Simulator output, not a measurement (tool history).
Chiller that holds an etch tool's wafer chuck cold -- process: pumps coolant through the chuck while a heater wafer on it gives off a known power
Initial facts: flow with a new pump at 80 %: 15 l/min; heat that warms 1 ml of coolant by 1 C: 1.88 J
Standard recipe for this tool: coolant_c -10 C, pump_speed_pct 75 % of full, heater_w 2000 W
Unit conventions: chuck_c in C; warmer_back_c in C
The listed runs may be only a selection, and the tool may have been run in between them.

run    hour  coolant_c  pump_speed_pct  heater_w  chuck_c  warmer_back_c
  1       0        -10              75      2000        4           4.65
         37  -- chiller's thermometer calibrated
  2    92.4         -2              75      2000     11.9           4.64
  3   149.1         -2              75      1024      4.8           2.43
  4   268.1         -2              75      1024        5           2.41
  5   371.6         -2              75      1024        5           2.36
  6   463.9         -2              75      1024      5.1           2.41
      480.2  -- chiller's thermometer calibrated, once more
  7   575.2         -2              75      1200      6.8           2.82
  8   667.4         -2              75      1200      6.9           2.85
  9   759.1         -2              75      1200      6.8           2.78
 10   843.4         -2              75      1200      6.9           2.85
 11   897.5         -2              75      1200      6.9           2.84
 12  1016.1        -10              75      1495      1.2           3.49
 13  1087.7        -10              75      1495      1.1           3.55
 14  1159.5        -10              75      1495      1.2           3.53
 15    1278        -10              75      1495      1.3           3.48
 16  1392.1        -10              85      1495      0.2           3.05
 17  1505.8        -10              75      2000        5           4.78
 18  1616.1        -10              61      1680      4.6           5.03
     1660.3  -- coolant changed, channels flushed
 19  1715.1         -7              84      2868     11.3           6.09
 20  1763.4         -4              90      1676      6.1           3.31
 21  1864.8        -16              68      1676     -3.4           4.47
 22  1972.9        -12              92      2000      0.2           3.89
 23  2057.6        -10              75      1820      2.6           4.33
 24    2138         -6              75      2000      7.9           4.84
 25  2245.6        -16              75      1977     -2.3           4.87
 26  2363.6        -15              99      2138     -2.8           3.87
 27  2460.8        -15              83      2547      1.6           5.54
 28  2569.2        -15              83      2547      1.7           5.57
 29    2636         -9              77      1386      0.4           3.29
 30  2740.3         -7              80      2954     12.8           6.67
 31  2794.5        -10              82      1463     -0.5           3.18
 32  2855.2        -10              75      1234     -1.3           3.01
 33  2923.5        -17              65      2000     -1.4           5.65

For some of the steps in chuck_c from one run to the next: how much would appear even if the tool had no hidden state, given the settings, what came in and random variation, and how much remains for the hidden state plus any gauge scatter that the measured result and the result without hidden state don't share?
Unlogged tool condition in this case: heat passed by the chuck's channels, % of clean ones'; flow at a given pump speed, % of a new pump's; coolant's true temperature over the reading, C; drift of the gauge itself on chuck_c, C; drift of the gauge itself on warmer_back_c, C.
Run 2 -> 3: heater_w 2000 -> 1024. chuck_c -7.1 C: hidden state -0.6, all else -6.5.
Run 6 -> 7: heater_w 1024 -> 1200, chiller's thermometer calibrated, once more. chuck_c +1.7 C: hidden state +0.8, all else +0.9.
Run 18 -> 19: coolant_c -10 -> -7, pump_speed_pct 61 -> 84, heater_w 1680 -> 2868, coolant changed, channels flushed. chuck_c +6.7 C: hidden state -0.9, all else +7.6.
Run 24 -> 25: coolant_c -6 -> -16, heater_w 2000 -> 1977. chuck_c -10.2 C: hidden state -0.1, all else -10.1.
Run 29 -> 30: coolant_c -9 -> -7, pump_speed_pct 77 -> 80, heater_w 1386 -> 2954. chuck_c +12.4 C: hidden state +0.6, all else +11.8.
Run 30 -> 31: coolant_c -7 -> -10, pump_speed_pct 80 -> 82, heater_w 2954 -> 1463. chuck_c -13.3 C: hidden state -0.5, all else -12.8.

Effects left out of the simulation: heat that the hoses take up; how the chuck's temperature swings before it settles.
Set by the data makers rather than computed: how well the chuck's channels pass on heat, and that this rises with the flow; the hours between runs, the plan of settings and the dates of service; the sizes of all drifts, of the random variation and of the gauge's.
